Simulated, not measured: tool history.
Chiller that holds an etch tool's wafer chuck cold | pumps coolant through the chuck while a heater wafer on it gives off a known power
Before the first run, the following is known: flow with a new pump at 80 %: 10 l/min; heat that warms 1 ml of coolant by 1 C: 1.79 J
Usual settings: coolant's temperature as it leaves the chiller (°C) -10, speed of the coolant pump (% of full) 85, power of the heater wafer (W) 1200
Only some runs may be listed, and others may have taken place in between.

run,day,coolant's temperature as it leaves the chiller (°C),speed of the coolant pump (% of full),power of the heater wafer (W),chuck's temperature once it has settled (°C),how much warmer the coolant comes back (C)
1,0,-10,85,1200,-1.5,3.82
2,1.112,-10,85,1200,-1.5,3.8
3,3.754,-10,85,612,-5.7,1.91
4,5.992,-10,85,1200,-1.6,3.86
5,8.1,-6,85,1200,2.5,3.8
6,9.475,-19,89,1552,-8.3,4.75
7,10.725,-4,82,874,2.4,2.94
8,12.871,-10,78,1200,-1,4.28
9,14.096,-11,87,1236,-2.2,3.9
10,16.125,0,68,1707,14.4,7.05

3 ways to go on from here, each from the tool as it stands after run 10. What would each give?
A,18.375,-10,76,1200,?,?
B,18.375,-10,72,1200,?,?
C,18.375,-10,81,1200,?,?

run,chuck's temperature once it has settled (°C),how much warmer the coolant comes back (C)
A,-0.8,4.42
B,-0.4,4.62
C,-1.1,4.09
Had the tool no hidden state, the same runs would have come out as:
run,chuck's temperature once it has settled (°C),how much warmer the coolant comes back (C)
A,-0.8,4.28
B,-0.4,4.48
C,-1.1,3.94

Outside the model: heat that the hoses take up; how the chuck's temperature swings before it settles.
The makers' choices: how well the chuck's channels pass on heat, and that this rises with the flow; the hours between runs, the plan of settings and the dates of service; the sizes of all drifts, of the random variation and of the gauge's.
